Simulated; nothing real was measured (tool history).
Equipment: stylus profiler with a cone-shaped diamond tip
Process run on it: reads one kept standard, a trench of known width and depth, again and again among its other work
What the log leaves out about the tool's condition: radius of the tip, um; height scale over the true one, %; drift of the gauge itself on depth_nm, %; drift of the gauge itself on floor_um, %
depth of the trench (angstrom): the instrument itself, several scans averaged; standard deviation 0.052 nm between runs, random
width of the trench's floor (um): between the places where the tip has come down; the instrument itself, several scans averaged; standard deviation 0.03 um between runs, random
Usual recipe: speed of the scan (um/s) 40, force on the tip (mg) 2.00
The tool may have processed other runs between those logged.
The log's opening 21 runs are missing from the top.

run,hour,speed of the scan (um/s),force on the tip (mg),scans with this tip,hours of work since the height scale was calibrated,depth of the trench (angstrom),width of the trench's floor (um)
22,951.5,19,0.79,3309,759,1007.2,18.64
23,994.8,48,2.02,3388,777,1013.3,18.58
24,1028.2,28,0.70,3448,791,1007.0,18.59
25,1070.3,29,4.22,3525,809,1021.3,18.67
26,1122.0,36,2.10,3619,830,1012.7,18.59
27,1170.2,36,2.10,3706,851,1013.0,18.65
28,1226.8,50,4.25,3809,874,1021.6,18.64
29,1270.7,18,0.97,3889,892,1008.0,18.67
# hour 1282.7: height scale calibrated on a step standard
30,1308.7,58,1.13,3957,11,1010.1,18.51
31,1357.1,43,0.71,4045,31,1006.4,18.49
32,1386.9,82,3.75,4099,43,1019.9,18.58
33,1432.6,31,0.79,4182,63,1007.4,18.58
34,1468.2,50,1.78,4247,77,1011.9,18.56
35,1526.9,16,1.99,4353,102,1013.3,18.63
36,1558.1,85,1.45,4410,115,1011.2,18.47
37,1605.2,17,2.07,4496,134,1013.8,18.69

Below are 3 alternative next runs, each starting from the tool's condition after run 37. Predict each:
A,1651.4,63,0.78,4580,154,?,?
B,1651.4,18,0.95,4580,154,?,?
C,1651.4,17,2.07,4580,154,?,?

run,depth of the trench (angstrom),width of the trench's floor (um)
A,1007.2,18.39
B,1008.4,18.70
C,1013.8,18.71
What these runs would have given with no unlogged condition in the tool:
run,depth of the trench (angstrom),width of the trench's floor (um)
A,1007.2,18.40
B,1008.4,18.70
C,1013.8,18.71

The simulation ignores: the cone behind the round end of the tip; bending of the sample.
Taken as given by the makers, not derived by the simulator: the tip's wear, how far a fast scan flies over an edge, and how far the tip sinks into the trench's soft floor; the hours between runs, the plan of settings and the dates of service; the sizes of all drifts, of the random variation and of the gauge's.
